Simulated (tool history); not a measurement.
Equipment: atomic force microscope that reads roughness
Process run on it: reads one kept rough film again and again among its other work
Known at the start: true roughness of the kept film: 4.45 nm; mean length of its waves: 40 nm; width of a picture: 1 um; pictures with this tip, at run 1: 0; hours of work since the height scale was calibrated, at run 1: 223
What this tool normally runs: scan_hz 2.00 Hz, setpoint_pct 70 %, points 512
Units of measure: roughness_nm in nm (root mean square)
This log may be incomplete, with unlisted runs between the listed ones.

| run | hour | scan_hz | setpoint_pct | points | pictures with this tip | hours of work since the height scale was calibrated | roughness_nm |
|---|---|---|---|---|---|---|---|
| 1 | 0.0 | 2.00 | 70 | 512 | 0 | 223 | 3.794 |
| 2 | 5.9 | 2.00 | 70 | 512 | 10 | 226 | 3.697 |
| 3 | 15.1 | 2.00 | 70 | 512 | 27 | 231 | 3.582 |
| 4 | 21.7 | 2.00 | 70 | 512 | 38 | 235 | 3.469 |
| 5 | 29.6 | 2.00 | 70 | 512 | 52 | 239 | 3.409 |
| 6 | 34.5 | 2.00 | 70 | 930 | 61 | 242 | 3.327 |
| 7 | 40.7 | 0.74 | 70 | 512 | 72 | 245 | 3.349 |
| 8 | 46.4 | 2.00 | 88 | 512 | 82 | 248 | 3.020 |
|  | 48.5 | new tip fitted |
| 9 | 55.1 | 2.00 | 70 | 512 | 11 | 253 | 3.703 |
| 10 | 62.6 | 2.00 | 70 | 512 | 25 | 257 | 3.608 |
| 11 | 68.3 | 2.00 | 70 | 512 | 35 | 260 | 3.533 |
| 12 | 73.2 | 2.00 | 82 | 512 | 43 | 262 | 3.355 |
| 13 | 80.3 | 2.00 | 72 | 512 | 56 | 266 | 3.378 |
| 14 | 88.8 | 2.00 | 72 | 512 | 71 | 271 | 3.256 |
| 15 | 94.0 | 2.00 | 72 | 512 | 80 | 274 | 3.210 |
|  | 96.9 | new tip fitted |
| 16 | 102.5 | 2.00 | 72 | 512 | 10 | 278 | 3.686 |
| 17 | 110.1 | 0.61 | 70 | 512 | 23 | 282 | 3.707 |
| 18 | 116.7 | 0.61 | 70 | 512 | 35 | 286 | 3.619 |
| 19 | 122.7 | 0.84 | 70 | 512 | 46 | 289 | 3.508 |
| 20 | 131.1 | 2.00 | 70 | 347 | 61 | 293 | 3.301 |
| 21 | 141.0 | 2.00 | 70 | 347 | 78 | 299 | 3.195 |
|  | 145.1 | new tip fitted |
| 22 | 146.8 | 2.62 | 70 | 512 | 3 | 302 | 3.724 |
| 23 | 155.8 | 2.62 | 70 | 512 | 18 | 306 | 3.615 |
| 24 | 165.0 | 2.00 | 70 | 512 | 35 | 311 | 3.525 |
| 25 | 171.7 | 2.00 | 70 | 696 | 46 | 315 | 3.449 |
| 26 | 178.4 | 2.00 | 70 | 696 | 58 | 319 | 3.372 |
| 27 | 188.5 | 0.74 | 81 | 965 | 76 | 324 | 3.305 |
|  | 193.7 | new tip fitted |
| 28 | 194.9 | 0.74 | 81 | 965 | 2 | 327 | 3.872 |
| 29 | 201.5 | 1.69 | 70 | 512 | 14 | 331 | 3.720 |
| 30 | 210.6 | 1.69 | 70 | 512 | 30 | 336 | 3.623 |
| 31 | 220.6 | 1.69 | 70 | 512 | 48 | 341 | 3.487 |
| 32 | 227.9 | 1.69 | 70 | 512 | 61 | 345 | 3.386 |
| 33 | 233.3 | 3.71 | 76 | 564 | 70 | 348 | 3.082 |
| 34 | 240.1 | 3.71 | 76 | 564 | 82 | 352 | 3.022 |
|  | 242.1 | new tip fitted |
| 35 | 246.2 | 0.58 | 64 | 970 | 7 | 355 | 3.882 |
| 36 | 252.9 | 0.58 | 64 | 970 | 19 | 358 | 3.798 |
| 37 | 257.5 | 1.22 | 64 | 876 | 27 | 361 | 3.709 |
| 38 | 263.5 | 0.51 | 64 | 876 | 38 | 364 | 3.648 |
| 39 | 269.2 | 3.92 | 61 | 534 | 48 | 367 | 3.420 |
| 40 | 275.3 | 0.54 | 79 | 534 | 58 | 370 | 3.453 |
| 41 | 281.2 | 2.60 | 59 | 259 | 69 | 373 | 3.359 |
|  | 290.4 | new tip fitted |
| 42 | 291.9 | 1.43 | 70 | 701 | 3 | 379 | 3.792 |
| 43 | 296.8 | 1.43 | 70 | 701 | 12 | 382 | 3.766 |
| 44 | 303.3 | 1.19 | 70 | 278 | 23 | 385 | 3.650 |
| 45 | 312.3 | 3.26 | 81 | 480 | 39 | 390 | 3.222 |
| 46 | 318.4 | 3.26 | 81 | 480 | 50 | 393 | 3.157 |
| 47 | 326.7 | 3.26 | 81 | 480 | 64 | 398 | 3.050 |
| 48 | 336.4 | 1.59 | 57 | 327 | 81 | 403 | 3.276 |
|  | 338.5 | new tip fitted |
| 49 | 345.8 | 1.59 | 57 | 327 | 13 | 408 | 3.778 |
| 50 | 354.8 | 3.74 | 87 | 594 | 29 | 413 | 3.148 |
| 51 | 361.9 | 1.24 | 75 | 457 | 41 | 416 | 3.533 |

Predict each of these 3 candidate next runs independently; none follows another, all start after run 51:
| A | 371.5 | 1.24 | 83 | 457 | 58 | 422 | ? |
| B | 371.5 | 1.84 | 69 | 351 | 58 | 422 | ? |
| C | 371.5 | 2.00 | 70 | 982 | 58 | 422 | ? |

| run | roughness_nm |
|---|---|
| A | 3.348 |
| B | 3.377 |
| C | 3.359 |
Without the tool's unlogged condition, the same runs would have read:
| run | roughness_nm |
|---|---|
| A | 3.794 |
| B | 3.828 |
| C | 3.807 |

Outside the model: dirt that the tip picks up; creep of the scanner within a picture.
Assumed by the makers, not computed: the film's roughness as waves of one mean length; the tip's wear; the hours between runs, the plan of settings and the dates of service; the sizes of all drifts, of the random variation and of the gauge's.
